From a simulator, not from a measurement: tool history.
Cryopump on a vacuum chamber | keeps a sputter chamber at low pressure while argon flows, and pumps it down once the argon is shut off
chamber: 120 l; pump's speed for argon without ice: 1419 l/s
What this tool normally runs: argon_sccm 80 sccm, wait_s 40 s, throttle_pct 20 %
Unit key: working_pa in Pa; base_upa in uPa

run   hour  argon_sccm  wait_s  throttle_pct  working_pa  base_upa
  1      0          80      40            20      0.4783      1.92
  2   15.6          80      40            20      0.4799      1.97
  3   29.9          80      26            20      0.4765      2.86
  4   39.2          80      24            20      0.4791      3.02
  5   50.5          80      24            20      0.4796      3.06
  6   65.2          80      24            20      0.4801      2.94
  7   76.4          80      40            34      0.2838      1.87
  8   87.6          80      25            20      0.4807      2.91
  9   98.9          80      25            20      0.4798      2.88
 10  108.2          80      40            36      0.2707      1.97
 11  117.1          86      40            36      0.2905      1.93
 12  136.4          86      40            36      0.2918      1.96
 13  145.6          86      40            36      0.2926      2.01
 14  159.8          86      40            36      0.2912      1.96
 15  170.1         118      40            36      0.3983      1.96
 16  183.1          80      84            20      0.4813      1.14
 17  202.3          80      84            20       0.484      1.13
 18  219.8          80      84            20      0.4848       1.2
 19  231.7          80      84            20      0.4851      1.18
 20  250.6          80      67            44      0.2244      1.29
 21  264.9          80      40            54      0.1874      1.99
 22  282.6          46     111            54      0.1077         1
 23    291         152      26            26      0.7135      2.76
 24  307.5         158      26            21      0.9185      2.82
 25  315.6          40      89            56      0.0914      1.11
 26    324          80     134            20      0.4895      0.89
 27    334          80     134            20      0.4837      0.89
 28  342.1          58     146            19       0.374       0.9
 29  351.4         133      53            34      0.4857      1.68
 30  366.5         133      53            34      0.4876      1.58
 31  380.8         133      53            34      0.4879      1.61
 32  389.6          35     280            35      0.1249      0.69
 33  402.2          80     152            20      0.4858      0.85
 34  419.1         136      65            20      0.8318      1.36

Measured result minus the same run's result without the hidden state. Both carry the same run-to-run variation, though not necessarily the same gauge scatter:
Hidden conditions of the tool in this case: pump's speed, % of a pump's without ice; cold plate's temperature, K; leak into the chamber, uPa l/s; drift of the gauge itself on working_pa, %; drift of the gauge itself on base_upa, %.
run  working_pa  base_upa
  1     +0.0018     +0.17
  2     +0.0022     +0.18
  3     +0.0026     +0.18
  4     +0.0028     +0.19
  5     +0.0032     +0.18
  6     +0.0036     +0.18
  7     +0.0038     +0.18
  8     +0.0042     +0.19
  9     +0.0045     +0.19
 10     +0.0049     +0.19
 11     +0.0055      +0.2
 12     +0.0061      +0.2
 13     +0.0064      +0.2
 14     +0.0068      +0.2
 15     +0.0097      +0.2
 16     +0.0071      +0.2
 17     +0.0077     +0.21
 18     +0.0082     +0.22
 19     +0.0087     +0.22
 20     +0.0092     +0.22
 21     +0.0098     +0.23
 22      +0.006     +0.23
 23     +0.0199     +0.23
 24     +0.0219     +0.24
 25     +0.0057     +0.24
 26     +0.0117     +0.24
 27     +0.0118     +0.24
 28     +0.0089     +0.25
 29     +0.0207     +0.25
 30     +0.0217     +0.24
 31     +0.0225     +0.25
 32      +0.006     +0.26
 33     +0.0141     +0.26
 34     +0.0252     +0.26
